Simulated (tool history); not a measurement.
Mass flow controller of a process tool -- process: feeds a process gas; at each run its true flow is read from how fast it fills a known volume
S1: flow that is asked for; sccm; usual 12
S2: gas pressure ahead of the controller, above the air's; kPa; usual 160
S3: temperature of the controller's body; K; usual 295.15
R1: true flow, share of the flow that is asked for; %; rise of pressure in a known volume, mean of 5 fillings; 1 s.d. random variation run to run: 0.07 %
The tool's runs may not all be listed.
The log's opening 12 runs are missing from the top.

Run 13, day 42.592: usual settings. Result: R1 98.81 %.
Run 14, day 45.321: usual settings. Result: R1 98.86 %.
Run 15, day 47.788: usual settings but S3 306.15 K. Result: R1 99.69 %.
Run 16, day 51.621: usual settings but S3 306.15 K. Result: R1 99.85 %.
Run 17, day 55.546: usual settings but S2 240 kPa, S3 306.15 K. Result: R1 99.99 %.
Run 18, day 58.908: usual settings but S1 6 sccm, S2 240 kPa, S3 312.15 K. Result: R1 99.63 %.
Run 19, day 63.167: usual settings but S1 13 sccm, S3 301.15 K. Result: R1 99.53 %.
Run 20, day 66.754: usual settings but S1 13 sccm, S3 301.15 K. Result: R1 99.54 %.
Run 21, day 69.075: usual settings but S1 13 sccm, S2 187 kPa, S3 308.15 K. Result: R1 100.24 %.
Run 22, day 71.754: usual settings but S1 13 sccm, S2 187 kPa, S3 308.15 K. Result: R1 100.14 %.
Run 23, day 75.775: usual settings but S1 3 sccm, S2 187 kPa, S3 294.15 K. Result: R1 97.00 %.
Run 24, day 78.979: usual settings but S1 6 sccm, S2 251 kPa. Result: R1 98.22 %.
Run 25, day 82.729: usual settings but S1 6 sccm, S2 234 kPa. Result: R1 98.20 %.
Run 26, day 84.538: usual settings but S1 10 sccm, S2 264 kPa, S3 303.15 K. Result: R1 99.56 %.
Run 27, day 86.367: usual settings but S1 11 sccm, S2 146 kPa. Result: R1 98.66 %.
Run 28, day 90.033: usual settings but S1 17 sccm, S2 166 kPa, S3 312.15 K. Result: R1 100.97 %.
Run 29, day 93.438: usual settings but S1 19 sccm, S2 148 kPa, S3 301.15 K. Result: R1 100.40 %.
Run 30, day 95.283: usual settings but S1 3 sccm, S2 207 kPa. Result: R1 97.10 %.
Run 31, day 99.142: usual settings but S1 7 sccm, S2 142 kPa, S3 302.15 K. Result: R1 98.74 %.
Run 32, day 102.679: usual settings but S1 7 sccm, S2 269 kPa, S3 306.15 K. Result: R1 99.23 %.
Run 33, day 105.112: usual settings but S2 174 kPa, S3 294.15 K. Result: R1 98.98 %.
Run 34, day 107.362: usual settings but S1 4 sccm. Result: R1 97.44 %.

Alternative continuations, all from the tool just after run 34; predict every row:
Run A, day 109.496: usual settings but S1 4 sccm, S2 149 kPa. Result: R1 ?.
Run B, day 109.496: usual settings but S1 6 sccm, S2 272 kPa. Result: R1 ?.
Run C, day 109.496: usual settings but S1 4 sccm. Result: R1 ?.

run     R1
  A  97.48
  B  98.34
  C  97.47
Had the tool no hidden state, the same runs would have come out as:
run     R1
  A  97.66
  B  98.22
  C  97.64

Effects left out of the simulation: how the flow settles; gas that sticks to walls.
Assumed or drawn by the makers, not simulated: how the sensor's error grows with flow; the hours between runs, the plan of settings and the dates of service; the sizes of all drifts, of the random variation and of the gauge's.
